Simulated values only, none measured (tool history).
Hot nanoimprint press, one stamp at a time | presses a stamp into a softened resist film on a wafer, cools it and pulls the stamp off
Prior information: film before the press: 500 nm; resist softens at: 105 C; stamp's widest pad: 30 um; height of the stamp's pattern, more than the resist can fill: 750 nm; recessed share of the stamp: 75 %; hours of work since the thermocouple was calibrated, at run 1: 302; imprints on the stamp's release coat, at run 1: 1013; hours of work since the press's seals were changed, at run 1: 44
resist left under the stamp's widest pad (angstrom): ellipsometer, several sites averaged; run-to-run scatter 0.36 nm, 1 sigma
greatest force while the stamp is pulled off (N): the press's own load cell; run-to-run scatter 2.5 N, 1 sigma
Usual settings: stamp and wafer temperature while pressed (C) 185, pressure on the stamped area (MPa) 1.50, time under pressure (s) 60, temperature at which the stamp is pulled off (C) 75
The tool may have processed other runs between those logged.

run	day	stamp and wafer temperature while pressed (C)	pressure on the stamped area (MPa)	time under pressure (s)	temperature at which the stamp is pulled off (C)	hours of work since the thermocouple was calibrated	imprints on the stamp's release coat	hours of work since the press's seals were changed	resist left under the stamp's widest pad (angstrom)	greatest force while the stamp is pulled off (N)
1	0.000	185	1.50	60	75	302	1013	44	1999	137
2	0.350	196	1.50	60	75	306	1035	48	1315	138
3	0.975	195	1.50	60	75	313	1075	55	1363	131
4	1.317	185	1.50	60	61	317	1097	59	2002	183
5	1.938	185	1.50	60	75	323	1136	65	1998	139
6	2.342	185	1.50	60	75	328	1162	70	1995	138
7	2.854	185	1.50	60	75	333	1195	75	2004	140
8	3.346	185	1.50	60	75	339	1226	81	2004	139
9	3.646	185	1.50	60	75	342	1245	84	1996	144
10	4.133	185	1.50	60	75	347	1277	89	1993	141
11	4.458	185	1.50	60	75	351	1297	93	1999	141
12	4.825	185	1.50	60	75	355	1321	97	1996	136
13	5.450	185	1.50	60	75	362	1360	104	1992	148
# day 5.617: plate thermocouple calibrated
14	5.917	185	1.50	60	75	3	1382	107	1964	140
15	6.521	185	1.50	60	75	10	1421	114	1963	145
16	6.817	185	1.50	60	75	13	1440	117	1969	147
17	7.446	177	1.73	52	75	20	1480	124	2640	147
# day 7.946: plate thermocouple calibrated, once more
18	8.083	185	0.99	31	67	2	1513	130	3100	168
19	8.612	185	1.19	72	71	7	1546	135	2160	160
20	8.962	185	1.19	72	71	11	1569	139	2167	162
21	9.571	185	1.19	72	71	18	1608	146	2158	165
22	9.883	185	0.92	118	71	21	1628	149	2036	171
23	10.321	185	0.92	118	71	26	1656	154	2036	165
24	10.612	177	1.35	60	75	29	1674	157	2935	155
25	11.050	177	1.35	60	75	34	1702	162	2924	146
26	11.442	184	1.50	60	75	38	1727	166	2148	160
27	11.942	196	1.37	60	61	44	1759	172	1426	202
28	12.458	185	1.59	74	61	49	1792	177	1857	202
# day 13.267: stamp cleaned and given a new release coat
29	13.267	191	1.50	60	75	55	0	184	1629	112

What if the next run were any one of these 3? Each begins from the tool's condition after run 29:
A	13.746	193	1.50	60	75	61	30	189	?	?
B	13.746	185	1.50	85	75	61	30	189	?	?
C	13.746	182	1.50	102	61	61	30	189	?	?

run	resist left under the stamp's widest pad (angstrom)	greatest force while the stamp is pulled off (N)
A	1514	114
B	1798	118
C	1900	147
With the hidden condition removed and each run's random variation left untouched, the same runs would have given:
run	resist left under the stamp's widest pad (angstrom)	greatest force while the stamp is pulled off (N)
A	1513	113
B	1796	117
C	1899	146

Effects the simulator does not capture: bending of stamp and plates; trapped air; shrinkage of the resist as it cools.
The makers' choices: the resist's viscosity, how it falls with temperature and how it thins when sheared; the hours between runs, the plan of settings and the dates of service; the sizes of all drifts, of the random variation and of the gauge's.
